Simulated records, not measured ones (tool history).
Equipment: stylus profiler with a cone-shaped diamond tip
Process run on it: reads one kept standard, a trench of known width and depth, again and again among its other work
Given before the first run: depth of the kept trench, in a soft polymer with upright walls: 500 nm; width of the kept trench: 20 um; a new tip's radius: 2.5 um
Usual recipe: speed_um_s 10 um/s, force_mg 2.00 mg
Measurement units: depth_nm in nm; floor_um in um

run 1 day=0.000 | speed_um_s=10 force_mg=2.00 | depth_nm=500.87 floor_um=16.08
run 2 day=2.396 | speed_um_s=10 force_mg=2.00 | depth_nm=500.84 floor_um=16.12
run 3 day=6.329 | speed_um_s=10 force_mg=2.00 | depth_nm=500.73 floor_um=16.01
run 4 day=9.338 | speed_um_s=10 force_mg=2.00 | depth_nm=500.53 floor_um=16.02
run 5 day=12.829 | speed_um_s=3 force_mg=2.00 | depth_nm=500.40 floor_um=15.99
run 6 day=14.808 | speed_um_s=33 force_mg=2.00 | depth_nm=500.53 floor_um=15.85
run 7 day=17.396 | speed_um_s=33 force_mg=2.00 | depth_nm=500.33 floor_um=15.82
run 8 day=20.329 | speed_um_s=33 force_mg=2.00 | depth_nm=500.38 floor_um=15.80
run 9 day=22.454 | speed_um_s=33 force_mg=2.00 | depth_nm=500.17 floor_um=15.74
run 10 day=24.112 | speed_um_s=33 force_mg=2.00 | depth_nm=500.32 floor_um=15.75
run 11 day=25.846 | speed_um_s=2 force_mg=2.00 | depth_nm=499.98 floor_um=15.81
run 12 day=28.167 | speed_um_s=11 force_mg=3.63 | depth_nm=501.13 floor_um=15.80
run 13 day=30.921 | speed_um_s=3 force_mg=1.32 | depth_nm=499.45 floor_um=15.81
run 14 day=34.038 | speed_um_s=11 force_mg=1.04 | depth_nm=499.28 floor_um=15.69
run 15 day=35.850 | speed_um_s=4 force_mg=2.00 | depth_nm=500.24 floor_um=15.73
run 16 day=38.629 | speed_um_s=3 force_mg=2.01 | depth_nm=499.87 floor_um=15.69
run 17 day=40.571 | speed_um_s=20 force_mg=1.81 | depth_nm=499.70 floor_um=15.57
run 18 day=42.996 | speed_um_s=20 force_mg=1.81 | depth_nm=499.84 floor_um=15.52
run 19 day=45.525 | speed_um_s=11 force_mg=2.14 | depth_nm=499.97 floor_um=15.63
run 20 day=49.508 | speed_um_s=11 force_mg=2.14 | depth_nm=499.80 floor_um=15.55
run 21 day=51.504 | speed_um_s=11 force_mg=2.14 | depth_nm=499.73 floor_um=15.52

Each row is a separate what-if for the run after 21, all from the same tool condition, not one after another. Results?
run A day=54.875 | speed_um_s=5 force_mg=1.05 | depth_nm=? floor_um=?
run B day=54.875 | speed_um_s=12 force_mg=2.14 | depth_nm=? floor_um=?
run C day=54.875 | speed_um_s=38 force_mg=1.60 | depth_nm=? floor_um=?
run D day=54.875 | speed_um_s=7 force_mg=5.72 | depth_nm=? floor_um=?
run E day=54.875 | speed_um_s=17 force_mg=2.00 | depth_nm=? floor_um=?

run=A depth_nm=498.75 floor_um=15.52
run=B depth_nm=499.74 floor_um=15.47
run=C depth_nm=499.21 floor_um=15.34
run=D depth_nm=502.18 floor_um=15.55
run=E depth_nm=499.59 floor_um=15.46
With no hidden state in the tool, these same runs would have given:
run=A depth_nm=501.74 floor_um=16.99
run=B depth_nm=502.73 floor_um=16.95
run=C depth_nm=502.21 floor_um=16.82
run=D depth_nm=505.19 floor_um=17.02
run=E depth_nm=502.58 floor_um=16.93
